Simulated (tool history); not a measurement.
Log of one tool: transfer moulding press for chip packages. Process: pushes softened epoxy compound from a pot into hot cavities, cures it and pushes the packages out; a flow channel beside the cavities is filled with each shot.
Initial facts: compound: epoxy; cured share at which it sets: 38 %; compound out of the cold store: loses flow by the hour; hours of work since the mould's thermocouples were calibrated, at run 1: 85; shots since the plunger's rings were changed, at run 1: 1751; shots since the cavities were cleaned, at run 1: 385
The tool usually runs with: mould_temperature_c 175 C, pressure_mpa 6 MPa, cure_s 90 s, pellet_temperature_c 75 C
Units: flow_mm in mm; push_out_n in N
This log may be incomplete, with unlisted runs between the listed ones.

run,hour,mould_temperature_c,pressure_mpa,cure_s,pellet_temperature_c,hours of work since the mould's thermocouples were calibrated,shots since the plunger's rings were changed,shots since the cavities were cleaned,incoming compound's hours out of the cold store,flow_mm,push_out_n
1,0,175,6,90,75,85,1751,385,36.9,516,602
# hour 40.1: cavities cleaned with cleaning compound and waxed
2,47.6,175,4.51,90,75,118,2427,109,45,432,684
# hour 104.4: cavities cleaned with cleaning compound and waxed
3,118.1,175,4.51,90,75,167,3439,201,20.3,475,547
4,164.8,175,4.51,90,75,201,4123,885,42.8,425,646
# hour 172.6: cavities cleaned with cleaning compound and waxed
5,223,175,6,90,69,241,4954,738,43.1,489,653
# hour 238: cavities cleaned with cleaning compound and waxed
# hour 273.6: plunger's sealing rings changed
6,291.7,175,6,90,69,288,265,751,31.3,534,688
# hour 309.1: cavities cleaned with cleaning compound and waxed
7,340.4,175,6,90,75,321,958,460,16.4,571,659
# hour 374.3: cavities cleaned with cleaning compound and waxed
8,399.4,175,6,90,75,362,1801,368,9.1,585,620
# hour 431.4: cavities cleaned with cleaning compound and waxed, once more
9,469.2,169,6,90,75,411,2801,554,37.3,518,883
# hour 498.8: cavities cleaned with cleaning compound and waxed
# hour 516.9: mould's thermocouples calibrated
10,538.1,180,6,90,75,15,3761,547,13.1,557,535
# hour 565.3: cavities cleaned with cleaning compound and waxed
11,603.2,180,6,90,75,61,4693,556,45.3,480,529
# hour 630.9: cavities cleaned with cleaning compound and waxed
12,652.9,175,6,90,75,95,5399,321,41.7,487,588
# hour 670.9: plunger's sealing rings changed
# hour 700.1: cavities cleaned with cleaning compound and waxed
13,720.9,175,6,90,75,141,712,306,31.9,536,594
# hour 763.7: cavities cleaned with cleaning compound and waxed
14,788.1,174,6,90,75,188,1674,357,17.9,566,631
# hour 830.4: cavities cleaned with cleaning compound and waxed
15,861.3,172,6,90,79,239,2725,452,43.5,505,727
# hour 897.8: cavities cleaned with cleaning compound and waxed
16,898.6,183,6,90,76,264,3251,12,18.2,544,396
17,957.4,183,6,90,76,306,4112,873,18.3,542,579
# hour 964.4: cavities cleaned with cleaning compound and waxed
18,1005.6,183,6,90,72,340,4797,603,19.3,532,552
# hour 1028.5: cavities cleaned with cleaning compound and waxed
19,1037.2,175,6,75,81,361,5239,128,29.9,515,789
# hour 1063.4: plunger's sealing rings changed
20,1087.1,177,5.27,88,68,395,348,823,19.6,533,689
# hour 1094.8: cavities cleaned with cleaning compound and waxed
21,1129.7,177,5.27,88,68,424,950,512,24.5,519,624
# hour 1153.2: mould's thermocouples calibrated
# hour 1162.9: cavities cleaned with cleaning compound and waxed
22,1167.4,181,6.54,90,75,9,1451,65,45.7,518,400
23,1204.6,181,6.54,90,75,36,1996,610,19.6,572,559
# hour 1227.2: cavities cleaned with cleaning compound and waxed
24,1263.2,179,6,87,82,76,2833,527,46.8,486,541
# hour 1296.9: cavities cleaned with cleaning compound and waxed
25,1322.1,171,6,87,82,117,3676,370,14,565,779
# hour 1364: cavities cleaned with cleaning compound and waxed
26,1381.2,171,6,87,82,159,4520,253,47.8,486,693

Predict each of these 3 candidate next runs independently; none follows another, all start after run 26:
# hour 1428.3: cavities cleaned with cleaning compound and waxed
A,1451.8,167,6.06,90,82,208,5533,344,35.6,?,?
# hour 1428.3: cavities cleaned with cleaning compound and waxed
B,1451.8,182,4.87,90,80,208,5533,344,17.8,?,?
# hour 1428.3: cavities cleaned with cleaning compound and waxed
C,1451.8,173,5.64,87,82,208,5533,344,16.9,?,?

run,flow_mm,push_out_n
A,513,906
B,478,490
C,530,710
What these runs would have given with no unlogged condition in the tool:
run,flow_mm,push_out_n
A,543,666
B,507,365
C,561,525

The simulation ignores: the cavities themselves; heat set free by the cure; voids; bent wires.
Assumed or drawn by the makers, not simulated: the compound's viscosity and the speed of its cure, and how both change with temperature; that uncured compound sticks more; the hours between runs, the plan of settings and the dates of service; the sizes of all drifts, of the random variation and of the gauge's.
